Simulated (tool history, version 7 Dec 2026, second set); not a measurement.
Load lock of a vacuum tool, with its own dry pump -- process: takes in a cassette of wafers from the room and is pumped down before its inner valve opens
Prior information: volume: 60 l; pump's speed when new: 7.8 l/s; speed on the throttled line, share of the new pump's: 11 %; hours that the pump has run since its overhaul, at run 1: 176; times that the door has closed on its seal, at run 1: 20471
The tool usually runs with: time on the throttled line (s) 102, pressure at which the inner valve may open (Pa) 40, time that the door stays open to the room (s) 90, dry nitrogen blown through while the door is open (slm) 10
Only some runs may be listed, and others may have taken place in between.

run,hour,time on the throttled line (s),pressure at which the inner valve may open (Pa),time that the door stays open to the room (s),dry nitrogen blown through while the door is open (slm),hours that the pump has run since its overhaul,times that the door has closed on its seal,"incoming humidity of the room's air, %",time from the closed door until the inner valve may open (s),rise of the pressure with all valves shut (Pa/min)
1,0.0,102,40,90,10,176,20471,46.5,150.7,0.430
2,95.5,102,40,90,10,271,20827,47.8,150.4,0.430
3,196.0,102,40,90,10,371,21202,41.0,150.3,0.439
4,260.4,102,40,90,44,436,21443,48.7,151.1,0.438
5,320.7,102,40,90,44,496,21668,41.9,152.1,0.430
6,422.9,102,40,90,44,598,22049,46.5,151.3,0.446
7,500.4,102,40,90,44,676,22339,42.2,150.6,0.446
8,565.5,102,40,90,44,741,22582,44.9,151.6,0.464
9,620.2,102,40,90,44,796,22786,45.6,151.7,0.470
10,677.1,102,40,90,44,853,22998,47.1,151.4,0.468
11,765.3,102,40,90,44,941,23328,44.1,151.9,0.489
12,835.5,102,40,90,44,1011,23589,45.4,151.7,0.490
13,917.7,102,40,90,44,1093,23896,47.8,152.4,0.514
14,1023.2,102,40,90,44,1199,24290,45.8,152.1,0.518
15,1104.1,56,40,90,10,1280,24592,44.7,111.2,0.546
16,1180.3,102,73,90,10,1356,24877,44.0,147.7,0.573
17,1256.7,102,40,48,10,1432,25162,45.5,151.7,0.565
18,1351.5,70,40,90,10,1527,25516,44.1,123.6,0.587
19,1405.6,70,40,90,10,1581,25718,45.4,123.2,0.595
20,1468.9,102,40,102,17,1644,25954,41.6,151.8,0.598
21,1566.6,102,40,102,17,1742,26319,44.5,152.5,0.610
22,1638.4,126,40,102,17,1814,26587,40.6,173.8,0.625
23,1694.9,126,40,102,17,1870,26797,44.9,173.7,0.623
24,1761.2,87,45,168,9,1937,27045,47.2,138.2,0.662
25,1867.0,93,45,28,9,2043,27440,48.0,143.2,0.639
26,1961.8,111,28,31,33,2137,27794,46.1,164.3,0.631
# hour 2066.1: door's seal changed, seat wiped
27,2070.2,114,49,178,24,2244,16,45.9,161.8,0.045
28,2143.7,102,39,90,10,2318,290,45.4,153.2,0.051
29,2220.8,102,45,93,10,2395,578,45.4,152.2,0.051
30,2283.1,67,40,77,10,2457,811,45.5,121.4,0.047
31,2347.8,127,35,90,10,2522,1052,44.8,175.2,0.056
32,2433.4,127,35,90,10,2607,1372,41.8,176.5,0.052
33,2527.4,74,35,90,38,2701,1722,44.2,130.4,0.046
34,2576.5,74,35,90,38,2750,1906,49.2,129.6,0.040
35,2668.4,102,51,26,7,2842,2249,44.9,150.8,0.046
36,2769.9,191,78,30,9,2944,2628,44.6,226.9,0.059
37,2858.7,104,40,165,10,3033,2959,43.4,155.8,0.088

Some steps in time from the closed door until the inner valve may open (s) between neighbouring runs. How much of each would the tool show without its hidden state too (settings, what came in, random variation), and how much is left for the hidden state, with any gauge scatter that isn't in both results?
Hidden state present: pump's speed, % of a new pump's; leak at the door's seal, Pa l/s; drift of the gauge itself on ready_s, %; drift of the gauge itself on rise_pa_min, %.
Run 30 -> 31: time on the throttled line (s) 67 -> 127, pressure at which the inner valve may open (Pa) 40 -> 35, time that the door stays open to the room (s) 77 -> 90. time from the closed door until the inner valve may open (s) +53.8: hidden state -0.2, all else +54.0.
Run 32 -> 33: time on the throttled line (s) 127 -> 74, dry nitrogen blown through while the door is open (slm) 10 -> 38. time from the closed door until the inner valve may open (s) -46.1: hidden state +0.4, all else -46.5.
Run 35 -> 36: time on the throttled line (s) 102 -> 191, pressure at which the inner valve may open (Pa) 51 -> 78, time that the door stays open to the room (s) 26 -> 30, dry nitrogen blown through while the door is open (slm) 7 -> 9. time from the closed door until the inner valve may open (s) +76.1: hidden state -0.6, all else +76.7.
Run 36 -> 37: time on the throttled line (s) 191 -> 104, pressure at which the inner valve may open (Pa) 78 -> 40, time that the door stays open to the room (s) 30 -> 165, dry nitrogen blown through while the door is open (slm) 9 -> 10. time from the closed door until the inner valve may open (s) -71.1: hidden state +0.9, all else -72.0.

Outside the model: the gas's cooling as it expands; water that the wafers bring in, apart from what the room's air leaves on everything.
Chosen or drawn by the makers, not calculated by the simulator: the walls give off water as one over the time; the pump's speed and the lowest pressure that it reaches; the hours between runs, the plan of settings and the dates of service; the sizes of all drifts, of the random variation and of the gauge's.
